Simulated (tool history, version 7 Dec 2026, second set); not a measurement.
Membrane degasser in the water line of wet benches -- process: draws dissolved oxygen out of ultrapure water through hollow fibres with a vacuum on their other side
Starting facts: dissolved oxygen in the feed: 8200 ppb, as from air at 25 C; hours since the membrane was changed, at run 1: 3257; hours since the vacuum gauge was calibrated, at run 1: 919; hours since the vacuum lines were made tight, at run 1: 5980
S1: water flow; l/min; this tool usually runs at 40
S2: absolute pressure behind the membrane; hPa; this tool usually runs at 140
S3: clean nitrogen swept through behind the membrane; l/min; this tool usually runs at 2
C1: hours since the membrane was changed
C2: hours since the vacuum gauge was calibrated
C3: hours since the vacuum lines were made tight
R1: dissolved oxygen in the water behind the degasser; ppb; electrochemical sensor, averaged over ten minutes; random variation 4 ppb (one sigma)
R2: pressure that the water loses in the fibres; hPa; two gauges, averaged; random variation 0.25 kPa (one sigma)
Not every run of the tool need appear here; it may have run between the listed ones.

| run | hour | S1 | S2 | S3 | C1 | C2 | C3 | R1 | R2 |
|---|---|---|---|---|---|---|---|---|---|
| 1 | 0 | 40 | 140 | 2 | 3257 | 919 | 5980 | 475 | 655.7 |
| 2 | 83.1 | 40 | 140 | 2 | 3340 | 1002 | 6064 | 486.4 | 660.2 |
| 3 | 193.6 | 49 | 140 | 2 | 3450 | 1113 | 6174 | 582 | 807.4 |
| 4 | 278.5 | 49 | 140 | 2 | 3535 | 1197 | 6259 | 582.4 | 805.8 |
| 5 | 392.5 | 40 | 336 | 2 | 3649 | 1311 | 6373 | 1215.6 | 659.8 |
| 6 | 480.3 | 40 | 336 | 2 | 3737 | 1399 | 6461 | 1199.3 | 655.4 |
| 7 | 565.1 | 40 | 336 | 2 | 3822 | 1484 | 6546 | 1187.2 | 658.6 |
| 8 | 664.1 | 40 | 336 | 2 | 3921 | 1583 | 6645 | 1203.1 | 658.9 |
| 9 | 750.9 | 40 | 336 | 2 | 4008 | 1670 | 6731 | 1199.6 | 654.9 |
|  | 758.9 | seals of the vacuum lines changed |
| 10 | 819.2 | 40 | 336 | 2 | 4074 | 1736 | 60 | 1217.1 | 657.2 |
| 11 | 925.4 | 40 | 94 | 2 | 4180 | 1842 | 167 | 294.7 | 659.9 |
| 12 | 999.2 | 40 | 140 | 2 | 4254 | 1916 | 240 | 485.4 | 657.7 |
| 13 | 1081.1 | 42 | 140 | 2 | 4336 | 1998 | 322 | 508.9 | 685 |
| 14 | 1136.1 | 42 | 140 | 2 | 4391 | 2053 | 377 | 504.9 | 687.8 |
| 15 | 1239 | 42 | 140 | 2 | 4494 | 2156 | 480 | 514.9 | 687.6 |
| 16 | 1322.5 | 53 | 283 | 1.35 | 4577 | 2239 | 564 | 1694.5 | 874.6 |
| 17 | 1428.2 | 40 | 289 | 2 | 4683 | 2345 | 669 | 1025 | 654 |
| 18 | 1520.8 | 40 | 289 | 2 | 4775 | 2438 | 762 | 1042.6 | 657.8 |
| 19 | 1580.7 | 29 | 289 | 0.81 | 4835 | 2498 | 822 | 1600.5 | 475.5 |
| 20 | 1648.2 | 29 | 289 | 0.81 | 4903 | 2565 | 889 | 1585.7 | 477.8 |
| 21 | 1738.6 | 29 | 289 | 0.81 | 4993 | 2656 | 980 | 1590.2 | 477.9 |
| 22 | 1826.1 | 29 | 289 | 0.81 | 5081 | 2743 | 1067 | 1605.7 | 476.7 |
| 23 | 1903.1 | 40 | 149 | 3.77 | 5158 | 2820 | 1144 | 312.7 | 666.4 |
| 24 | 1969.6 | 36 | 307 | 2.41 | 5224 | 2886 | 1211 | 892.8 | 591.8 |
| 25 | 2056.4 | 25 | 140 | 4.32 | 5311 | 2973 | 1297 | 158.5 | 413.2 |
| 26 | 2170.9 | 40 | 97 | 2 | 5426 | 3088 | 1412 | 308 | 657.7 |
| 27 | 2290.4 | 62 | 119 | 0.88 | 5545 | 3207 | 1531 | 1036 | 1020.6 |
| 28 | 2375.3 | 37 | 119 | 0.88 | 5630 | 3292 | 1616 | 694.9 | 611.1 |
| 29 | 2479.8 | 49 | 118 | 1.44 | 5734 | 3397 | 1721 | 612.9 | 805.9 |
| 30 | 2590.2 | 59 | 85 | 5.63 | 5845 | 3507 | 1831 | 191.7 | 973.6 |

Branching from run 30: 4 alternative next runs. What would each branch give?
| A | 2700.7 | 40 | 119 | 2 | 5955 | 3618 | 1942 | ? | ? |
| B | 2700.7 | 40 | 113 | 2 | 5955 | 3618 | 1942 | ? | ? |
| C | 2700.7 | 48 | 140 | 4.81 | 5955 | 3618 | 1942 | ? | ? |
| D | 2700.7 | 55 | 85 | 5.63 | 5955 | 3618 | 1942 | ? | ? |

| run | R1 | R2 |
|---|---|---|
| A | 397.4 | 657.7 |
| B | 373.4 | 656.7 |
| C | 287 | 791.5 |
| D | 178.5 | 906.8 |
With the hidden condition removed and each run's random variation left untouched, the same runs would have given:
| run | R1 | R2 |
|---|---|---|
| A | 397.3 | 657.4 |
| B | 373.2 | 656.4 |
| C | 286.8 | 791.1 |
| D | 178.4 | 906.4 |
